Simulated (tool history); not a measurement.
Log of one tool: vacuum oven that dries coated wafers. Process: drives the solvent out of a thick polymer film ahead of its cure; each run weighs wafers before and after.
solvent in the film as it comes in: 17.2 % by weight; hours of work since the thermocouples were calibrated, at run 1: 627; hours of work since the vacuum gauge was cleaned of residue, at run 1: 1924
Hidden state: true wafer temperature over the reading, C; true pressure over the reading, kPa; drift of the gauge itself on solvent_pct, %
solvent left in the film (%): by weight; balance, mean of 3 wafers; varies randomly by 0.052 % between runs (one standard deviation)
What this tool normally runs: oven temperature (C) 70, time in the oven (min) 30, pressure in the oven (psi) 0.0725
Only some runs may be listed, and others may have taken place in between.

run,hour,oven temperature (C),time in the oven (min),pressure in the oven (psi),hours of work since the thermocouples were calibrated,hours of work since the vacuum gauge was cleaned of residue,solvent left in the film (%)
1,0.0,70,30,0.0725,627,1924,2.85
2,65.0,70,30,0.0725,667,1964,2.84
3,116.1,70,30,0.0725,698,1996,2.80
4,162.0,70,50,0.0725,727,2024,1.40
5,206.0,70,50,0.0725,754,2051,1.38
6,255.0,70,50,0.0725,784,2081,1.36
7,329.6,70,30,0.0725,830,2127,2.75
8,411.3,70,23,0.0725,880,2178,3.94
9,479.0,70,30,0.0725,922,2220,2.65
10,556.1,70,30,0.0725,970,2267,2.76
11,638.1,70,30,0.0725,1020,2318,2.72
# hour 662.2: oven's thermocouples calibrated
12,698.6,70,30,0.0725,22,2354,3.23
13,742.8,70,30,0.0725,50,2381,3.11
14,822.7,70,30,0.0725,99,2430,3.18
15,898.7,70,30,0.0725,146,2477,3.17
16,954.9,70,30,0.1350,180,2512,3.35
17,1000.2,70,30,0.1350,208,2540,3.39
18,1071.0,70,30,0.1350,252,2583,3.26
19,1111.9,70,30,0.1350,277,2608,3.41
20,1182.3,70,29,0.0725,321,2652,3.31
21,1251.4,70,29,0.0725,363,2694,3.25
22,1321.0,70,30,0.0725,406,2737,3.08
# hour 1329.8: vacuum gauge cleaned of residue and calibrated
23,1374.9,70,30,0.0725,438,28,3.52
24,1423.0,70,41,0.0725,468,57,2.38
25,1462.9,70,41,0.0725,493,82,2.43
26,1502.0,67,34,0.0751,517,106,3.67
27,1583.9,77,30,0.2734,567,157,2.65
28,1665.7,57,43,0.0608,618,207,5.41
29,1705.3,57,43,0.0608,642,231,5.28
30,1756.9,56,40,0.1923,674,263,6.67
31,1803.7,73,30,0.0725,703,292,2.90
# hour 1823.6: vacuum gauge cleaned of residue and calibrated, once more
32,1885.4,73,35,0.0550,752,38,1.36
33,1937.5,70,26,0.0725,784,70,3.01
34,1990.0,73,26,0.0437,817,103,2.34
35,2060.3,61,45,0.0730,860,146,2.57
36,2113.9,61,45,0.0730,893,179,2.62
37,2178.8,62,50,0.1440,933,219,2.36
38,2219.4,77,47,0.1633,958,244,0.76
39,2284.8,70,36,0.0725,998,284,1.75
40,2326.5,70,48,0.0422,1024,310,0.90
# hour 2346.7: oven's thermocouples calibrated
41,2370.3,63,35,0.1104,15,336,3.77
42,2432.3,70,16,0.0445,53,374,5.63
43,2483.6,70,36,0.0725,84,406,1.98
44,2530.9,70,36,0.0725,114,435,2.07
45,2585.5,70,28,0.0725,147,468,3.09
46,2643.9,70,28,0.0725,183,504,3.05

How would selected steps in solvent left in the film (%) from run to run divide? Give the signed amount a tool lacking its hidden state would still show from settings, what came in and random variation, and the signed amount left for the hidden state, including any gauge scatter that is not in both of the compared results.
Run 27 -> 28: oven temperature (C) 77 -> 57, time in the oven (min) 30 -> 43, pressure in the oven (psi) 0.2734 -> 0.0608. solvent left in the film (%) +2.76: hidden state +0.69, all else +2.07.
Run 30 -> 31: oven temperature (C) 56 -> 73, time in the oven (min) 40 -> 30, pressure in the oven (psi) 0.1923 -> 0.0725. solvent left in the film (%) -3.77: hidden state -0.57, all else -3.20.
Run 31 -> 32: time in the oven (min) 30 -> 35, pressure in the oven (psi) 0.0725 -> 0.0550, vacuum gauge cleaned of residue and calibrated, once more. solvent left in the film (%) -1.54: hidden state -0.88, all else -0.66.
Run 40 -> 41: oven temperature (C) 70 -> 63, time in the oven (min) 48 -> 35, pressure in the oven (psi) 0.0422 -> 0.1104, oven's thermocouples calibrated. solvent left in the film (%) +2.87: hidden state +0.23, all else +2.64.
Run 42 -> 43: time in the oven (min) 16 -> 36, pressure in the oven (psi) 0.0445 -> 0.0725. solvent left in the film (%) -3.65: hidden state +0.02, all else -3.67.

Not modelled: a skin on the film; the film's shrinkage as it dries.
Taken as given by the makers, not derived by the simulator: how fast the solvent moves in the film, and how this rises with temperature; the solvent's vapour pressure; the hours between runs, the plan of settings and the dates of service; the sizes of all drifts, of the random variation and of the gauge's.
